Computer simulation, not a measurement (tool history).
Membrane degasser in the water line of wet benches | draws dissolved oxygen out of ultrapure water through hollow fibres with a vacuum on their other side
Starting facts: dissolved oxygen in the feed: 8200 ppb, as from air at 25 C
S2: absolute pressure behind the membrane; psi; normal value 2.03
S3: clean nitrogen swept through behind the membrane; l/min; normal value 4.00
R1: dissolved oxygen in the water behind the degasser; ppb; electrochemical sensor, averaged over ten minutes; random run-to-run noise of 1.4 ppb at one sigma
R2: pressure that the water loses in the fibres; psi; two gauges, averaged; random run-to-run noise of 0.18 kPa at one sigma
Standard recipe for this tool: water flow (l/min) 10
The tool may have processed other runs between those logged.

run 1 hour=0.0 | water_flow_(l/min)=10 S2=2.03 S3=4.00 | R1=138.7 R2=4.515
run 2 hour=56.6 | water_flow_(l/min)=10 S2=3.21 S3=4.00 | R1=183.7 R2=4.443
run 3 hour=146.0 | water_flow_(l/min)=10 S2=3.21 S3=4.00 | R1=189.2 R2=4.466
run 4 hour=234.6 | water_flow_(l/min)=10 S2=3.21 S3=4.00 | R1=188.5 R2=4.460
run 5 hour=332.1 | water_flow_(l/min)=10 S2=2.03 S3=4.00 | R1=142.9 R2=4.457
run 6 hour=427.0 | water_flow_(l/min)=10 S2=2.80 S3=4.00 | R1=175.3 R2=4.522
run 7 hour=523.3 | water_flow_(l/min)=10 S2=2.80 S3=4.00 | R1=175.1 R2=4.470
run 8 hour=626.6 | water_flow_(l/min)=10 S2=2.03 S3=4.00 | R1=145.1 R2=4.524
run 9 hour=694.3 | water_flow_(l/min)=10 S2=4.21 S3=4.00 | R1=234.8 R2=4.512
run 10 hour=778.4 | water_flow_(l/min)=10 S2=1.60 S3=4.00 | R1=126.2 R2=4.495
-- hour=788.5 vacuum gauge calibrated
run 11 hour=855.1 | water_flow_(l/min)=10 S2=1.60 S3=4.00 | R1=126.0 R2=4.519
run 12 hour=958.6 | water_flow_(l/min)=10 S2=1.60 S3=4.00 | R1=125.2 R2=4.557
run 13 hour=1057.6 | water_flow_(l/min)=10 S2=1.60 S3=4.00 | R1=128.1 R2=4.524
-- hour=1086.9 vacuum gauge calibrated, once more
run 14 hour=1112.4 | water_flow_(l/min)=10 S2=1.60 S3=4.00 | R1=123.3 R2=4.486
run 15 hour=1175.3 | water_flow_(l/min)=10 S2=2.03 S3=4.00 | R1=141.9 R2=4.527
run 16 hour=1233.4 | water_flow_(l/min)=8 S2=2.03 S3=2.24 | R1=135.8 R2=3.585
run 17 hour=1332.8 | water_flow_(l/min)=16 S2=1.49 S3=2.24 | R1=348.2 R2=7.169

4 ways to go on from here, each from the tool as it stands after run 17. What would each give?
run A hour=1427.6 | water_flow_(l/min)=9 S2=1.93 S3=4.00 | R1=? R2=?
run B hour=1427.6 | water_flow_(l/min)=16 S2=1.49 S3=6.28 | R1=? R2=?
run C hour=1427.6 | water_flow_(l/min)=14 S2=1.49 S3=1.97 | R1=? R2=?
run D hour=1427.6 | water_flow_(l/min)=16 S2=1.68 S3=2.24 | R1=? R2=?

run=A R1=115.0 R2=4.077
run=B R1=280.2 R2=7.301
run=C R1=293.6 R2=6.338
run=D R1=366.3 R2=7.217
Stripped of hidden state, with their random variation kept, the same runs would have yielded:
run=A R1=108.8 R2=4.003
run=B R1=264.8 R2=7.169
run=C R1=280.4 R2=6.224
run=D R1=350.6 R2=7.087
